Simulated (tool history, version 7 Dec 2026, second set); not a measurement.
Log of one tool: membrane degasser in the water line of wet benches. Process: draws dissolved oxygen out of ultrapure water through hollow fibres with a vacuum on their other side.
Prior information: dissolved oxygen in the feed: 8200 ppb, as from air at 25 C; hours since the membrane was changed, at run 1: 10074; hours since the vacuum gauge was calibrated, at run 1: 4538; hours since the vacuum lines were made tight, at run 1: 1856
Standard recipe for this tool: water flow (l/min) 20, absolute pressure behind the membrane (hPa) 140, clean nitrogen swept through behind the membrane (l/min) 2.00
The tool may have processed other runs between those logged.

| run | hour | water flow (l/min) | absolute pressure behind the membrane (hPa) | clean nitrogen swept through behind the membrane (l/min) | hours since the membrane was changed | hours since the vacuum gauge was calibrated | hours since the vacuum lines were made tight | dissolved oxygen in the water behind the degasser (ppb) | pressure that the water loses in the fibres (hPa) |
|---|---|---|---|---|---|---|---|---|---|
| 1 | 0.0 | 20 | 140 | 2.00 | 10074 | 4538 | 1856 | 253.3 | 250.6 |
| 2 | 189.0 | 20 | 140 | 2.00 | 10264 | 4727 | 2045 | 252.3 | 254.0 |
| 3 | 460.1 | 20 | 140 | 2.00 | 10535 | 4998 | 2316 | 252.1 | 257.5 |
| 4 | 749.6 | 20 | 140 | 2.00 | 10824 | 5287 | 2605 | 253.7 | 254.1 |
| 5 | 967.1 | 20 | 345 | 2.00 | 11042 | 5505 | 2823 | 687.3 | 255.3 |
| 6 | 1122.3 | 29 | 140 | 2.00 | 11197 | 5660 | 2978 | 367.5 | 369.5 |
| 7 | 1258.6 | 20 | 213 | 2.00 | 11333 | 5796 | 3114 | 413.4 | 256.1 |
| 8 | 1426.4 | 20 | 213 | 2.00 | 11501 | 5964 | 3282 | 411.8 | 253.0 |
|  | 1557.4 | vacuum gauge calibrated |
| 9 | 1633.9 | 20 | 140 | 2.00 | 11708 | 77 | 3489 | 251.9 | 252.6 |
| 10 | 1781.0 | 20 | 140 | 0.84 | 11855 | 224 | 3636 | 530.5 | 255.8 |
| 11 | 1915.1 | 20 | 140 | 0.84 | 11989 | 358 | 3770 | 532.8 | 253.1 |
| 12 | 2182.7 | 20 | 140 | 0.84 | 12257 | 625 | 4038 | 530.5 | 252.5 |
| 13 | 2318.4 | 20 | 140 | 2.00 | 12392 | 761 | 4174 | 251.1 | 254.0 |
| 14 | 2472.9 | 20 | 140 | 2.00 | 12547 | 916 | 4328 | 250.3 | 256.0 |
| 15 | 2737.7 | 20 | 105 | 2.00 | 12812 | 1180 | 4593 | 172.8 | 254.2 |
| 16 | 3015.9 | 20 | 129 | 2.00 | 13090 | 1458 | 4871 | 225.6 | 250.5 |
|  | 3147.2 | membrane cartridge changed |
| 17 | 3225.0 | 25 | 170 | 0.86 | 78 | 1664 | 5076 | 785.0 | 314.9 |
| 18 | 3495.7 | 17 | 87 | 2.84 | 349 | 1934 | 5347 | 80.7 | 216.2 |
| 19 | 3718.4 | 17 | 87 | 2.84 | 571 | 2157 | 5570 | 79.8 | 218.4 |
| 20 | 3898.0 | 20 | 145 | 0.91 | 751 | 2337 | 5749 | 515.6 | 254.0 |
| 21 | 4102.9 | 20 | 145 | 0.91 | 956 | 2542 | 5954 | 518.9 | 254.1 |
| 22 | 4268.8 | 20 | 113 | 1.73 | 1122 | 2707 | 6120 | 216.6 | 257.5 |
| 23 | 4532.3 | 15 | 140 | 2.00 | 1385 | 2971 | 6384 | 189.6 | 189.8 |
| 24 | 4762.2 | 15 | 140 | 4.87 | 1615 | 3201 | 6613 | 81.3 | 189.8 |
| 25 | 5055.1 | 26 | 140 | 1.22 | 1908 | 3494 | 6906 | 486.7 | 326.5 |
|  | 5219.6 | seals of the vacuum lines changed |
| 26 | 5327.0 | 31 | 140 | 1.68 | 2178 | 3764 | 107 | 440.7 | 392.7 |
| 27 | 5590.3 | 31 | 310 | 2.64 | 2441 | 4027 | 371 | 706.0 | 394.5 |
| 28 | 5757.2 | 15 | 140 | 3.28 | 2608 | 4194 | 538 | 118.9 | 188.8 |
| 29 | 5928.7 | 17 | 140 | 3.02 | 2780 | 4365 | 709 | 144.2 | 214.3 |
| 30 | 6130.0 | 17 | 290 | 3.02 | 2981 | 4567 | 910 | 333.5 | 216.2 |
| 31 | 6263.3 | 20 | 140 | 1.87 | 3114 | 4700 | 1044 | 262.8 | 252.1 |
| 32 | 6425.4 | 20 | 140 | 1.87 | 3276 | 4862 | 1206 | 261.7 | 251.4 |

Selected run-to-run steps in dissolved oxygen in the water behind the degasser (ppb), each split into two signed amounts: the part the tool would show with no hidden state at all (from settings, incoming material and random variation), and the remainder, which goes to the hidden state together with any gauge scatter not common to the measured and the hidden-state-free results:
Hidden state present: membrane still open, %; true pressure behind the membrane over the reading, kPa; air that leaks in behind the membrane, l/min; drift of the gauge itself on oxygen_ppb, %; drift of the gauge itself on loss_of_pressure_kpa, %.
Run 16 -> 17: water flow (l/min) 20 -> 25, absolute pressure behind the membrane (hPa) 129 -> 170, clean nitrogen swept through behind the membrane (l/min) 2.00 -> 0.86, membrane cartridge changed. dissolved oxygen in the water behind the degasser (ppb) +559.4: hidden state -7.3, all else +566.7.
Run 17 -> 18: water flow (l/min) 25 -> 17, absolute pressure behind the membrane (hPa) 170 -> 87, clean nitrogen swept through behind the membrane (l/min) 0.86 -> 2.84. dissolved oxygen in the water behind the degasser (ppb) -704.3: hidden state +8.7, all else -713.0.
Run 24 -> 25: water flow (l/min) 15 -> 26, clean nitrogen swept through behind the membrane (l/min) 4.87 -> 1.22. dissolved oxygen in the water behind the degasser (ppb) +405.4: hidden state -8.0, all else +413.4.
Run 27 -> 28: water flow (l/min) 31 -> 15, absolute pressure behind the membrane (hPa) 310 -> 140, clean nitrogen swept through behind the membrane (l/min) 2.64 -> 3.28. dissolved oxygen in the water behind the degasser (ppb) -587.1: hidden state +12.9, all else -600.0.
